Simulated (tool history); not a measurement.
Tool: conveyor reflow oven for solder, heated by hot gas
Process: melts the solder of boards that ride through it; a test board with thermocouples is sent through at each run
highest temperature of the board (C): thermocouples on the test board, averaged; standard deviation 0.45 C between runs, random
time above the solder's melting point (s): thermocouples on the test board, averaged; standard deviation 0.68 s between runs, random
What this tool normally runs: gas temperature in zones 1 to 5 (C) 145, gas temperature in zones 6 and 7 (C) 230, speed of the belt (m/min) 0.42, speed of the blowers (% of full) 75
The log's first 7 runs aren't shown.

run    hour  gas temperature in zones 1 to 5 (C)  gas temperature in zones 6 and 7 (C)  speed of the belt (m/min)  speed of the blowers (% of full)  highest temperature of the board (C)  time above the solder's melting point (s)
  8   462.8                                  145                                   230                       0.42                                75                                   212                                       74.5
  9   530.3                                  145                                   230                       0.42                                75                                 212.9                                       73.5
      600.6  -- flux residue cleaned out of gas plates and filters
 10     608                                  145                                   230                       0.42                                75                                 212.1                                       73.7
 11   678.9                                  145                                   230                      0.484                                75                                 206.8                                       56.1
 12   763.9                                  145                                   230                      0.484                                75                                   206                                       55.2
 13     836                                  145                                   230                      0.484                                75                                   207                                       54.7
 14   923.6                                  145                                   238                       0.42                                75                                 216.9                                       78.3
 15   982.6                                  145                                   230                       0.42                                75                                 210.1                                       68.5
       1007  -- flux residue cleaned out of gas plates and filters, once more
 16  1036.9                                  145                                   236                       0.42                                71                                 218.6                                       80.6
 17  1123.8                                  139                                   238                      0.409                                75                                 220.9                                       81.6
       1152  -- belt drive overhauled, speed set with a stopwatch
 18  1171.1                                  152                                   242                      0.465                                80                                 221.8                                       76.7
 19    1244                                  152                                   242                      0.465                                80                                 221.7                                       78.1
 20  1284.1                                  152                                   242                      0.465                                80                                 221.7                                       77.7
 21  1328.6                                  152                                   242                      0.465                                80                                 221.1                                       78.5
 22  1390.9                                  152                                   242                      0.465                                80                                 220.8                                       76.9
 23  1474.8                                  156                                   244                      0.355                                67                                   230                                      113.2
 24  1563.5                                  153                                   222                      0.384                                51                                 203.2                                       70.5
     1610.7  -- flux residue cleaned out of gas plates and filters
 25  1613.5                                  153                                   222                      0.384                                51                                 203.9                                       73.3
 26  1681.1                                  153                                   222                      0.384                                51                                 203.6                                       73.1
 27  1721.3                                  133                                   237                      0.442                                76                                 214.8                                       67.4
 28  1794.4                                  133                                   237                      0.442                                76                                 215.3                                       65.8
 29  1852.1                                  145                                   218                       0.42                                75                                 201.8                                       59.7
 30    1929                                  158                                   218                      0.358                                79                                 207.7                                       93.1

Predict each of these 3 candidate next runs independently; none follows another, all start after run 30:
  A  1987.9                                  158                                   219                      0.358                                51                                     ?                                          ?
  B  1987.9                                  151                                   230                      0.401                                73                                     ?                                          ?
  C  1987.9                                  133                                   233                       0.39                                75                                     ?                                          ?

run  highest temperature of the board (C)  time above the solder's melting point (s)
  A                                   204                                       83.4
  B                                 212.5                                       83.3
  C                                 213.9                                       75.7
Had the tool no hidden state, the same runs would have come out as:
run  highest temperature of the board (C)  time above the solder's melting point (s)
  A                                 206.6                                       87.3
  B                                 215.6                                       86.1
  C                                 217.3                                         79
